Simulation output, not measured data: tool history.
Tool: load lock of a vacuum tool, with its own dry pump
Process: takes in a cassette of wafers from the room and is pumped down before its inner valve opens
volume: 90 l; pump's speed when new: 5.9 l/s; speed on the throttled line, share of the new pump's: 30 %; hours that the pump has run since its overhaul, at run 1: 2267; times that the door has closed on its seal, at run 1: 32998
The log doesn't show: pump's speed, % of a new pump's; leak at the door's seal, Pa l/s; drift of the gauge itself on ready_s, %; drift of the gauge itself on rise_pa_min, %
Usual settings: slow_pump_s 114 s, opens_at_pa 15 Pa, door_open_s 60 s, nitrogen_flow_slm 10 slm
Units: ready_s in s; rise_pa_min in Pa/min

| run | hour | slow_pump_s | opens_at_pa | door_open_s | nitrogen_flow_slm | hours that the pump has run since its overhaul | times that the door has closed on its seal | incoming humidity of the room's air, % | ready_s | rise_pa_min |
|---|---|---|---|---|---|---|---|---|---|---|
| 1 | 0.0 | 114 | 15 | 60 | 10 | 2267 | 32998 | 46.1 | 215.8 | 0.413 |
| 2 | 494.3 | 114 | 15 | 60 | 31 | 2761 | 34766 | 48.6 | 217.0 | 0.435 |
| 3 | 930.5 | 114 | 15 | 60 | 10 | 3197 | 36327 | 46.1 | 219.0 | 0.475 |
| 4 | 1278.0 | 114 | 15 | 60 | 10 | 3545 | 37569 | 41.1 | 215.4 | 0.490 |
| 5 | 1792.7 | 114 | 15 | 60 | 10 | 4059 | 39410 | 44.0 | 218.7 | 0.540 |
| 6 | 2117.2 | 67 | 15 | 60 | 10 | 4384 | 40571 | 42.3 | 185.9 | 0.567 |
|  | 2446.8 | door's seal changed, seat wiped |
| 7 | 2473.4 | 67 | 15 | 60 | 10 | 4739 | 95 | 46.9 | 186.0 | 0.023 |
| 8 | 2797.5 | 67 | 15 | 60 | 10 | 5063 | 1254 | 46.2 | 187.8 | 0.029 |
| 9 | 3202.1 | 67 | 15 | 60 | 10 | 5467 | 2701 | 46.0 | 188.0 | 0.038 |
| 10 | 3435.0 | 67 | 15 | 60 | 10 | 5700 | 3534 | 48.3 | 187.3 | 0.050 |
| 11 | 3885.5 | 67 | 15 | 60 | 10 | 6151 | 5146 | 46.2 | 189.1 | 0.051 |
| 12 | 4268.0 | 85 | 15 | 34 | 10 | 6533 | 6514 | 45.5 | 198.7 | 0.059 |
| 13 | 4728.0 | 117 | 11 | 35 | 10 | 6993 | 8159 | 43.8 | 229.3 | 0.068 |
| 14 | 5207.0 | 214 | 22 | 226 | 5 | 7472 | 9872 | 44.8 | 282.6 | 0.119 |
| 15 | 5725.8 | 64 | 13 | 60 | 13 | 7991 | 11728 | 45.4 | 191.5 | 0.103 |
| 16 | 6107.4 | 182 | 20 | 26 | 13 | 8373 | 13093 | 47.2 | 263.1 | 0.117 |
| 17 | 6520.7 | 134 | 21 | 37 | 32 | 8786 | 14571 | 45.2 | 228.8 | 0.124 |
| 18 | 6837.5 | 134 | 21 | 37 | 32 | 9103 | 15704 | 45.4 | 229.1 | 0.129 |
| 19 | 7105.2 | 91 | 21 | 211 | 32 | 9370 | 16661 | 46.6 | 202.1 | 0.150 |

How the hidden state differs across the entries between the runs, from the last listed run before each to the first after it:
Between runs 6 and 7: door's seal changed, seat wiped (hour 2446.8)
  pump's speed, % of a new pump's: 96.8 -> 96.4; leak at the door's seal, Pa l/s: 0.834 -> 0.0035
  measured less the result without the state, ready_s: +4.1 -> +4.3 s; rise_pa_min: +0.546 -> +0.000 Pa/min

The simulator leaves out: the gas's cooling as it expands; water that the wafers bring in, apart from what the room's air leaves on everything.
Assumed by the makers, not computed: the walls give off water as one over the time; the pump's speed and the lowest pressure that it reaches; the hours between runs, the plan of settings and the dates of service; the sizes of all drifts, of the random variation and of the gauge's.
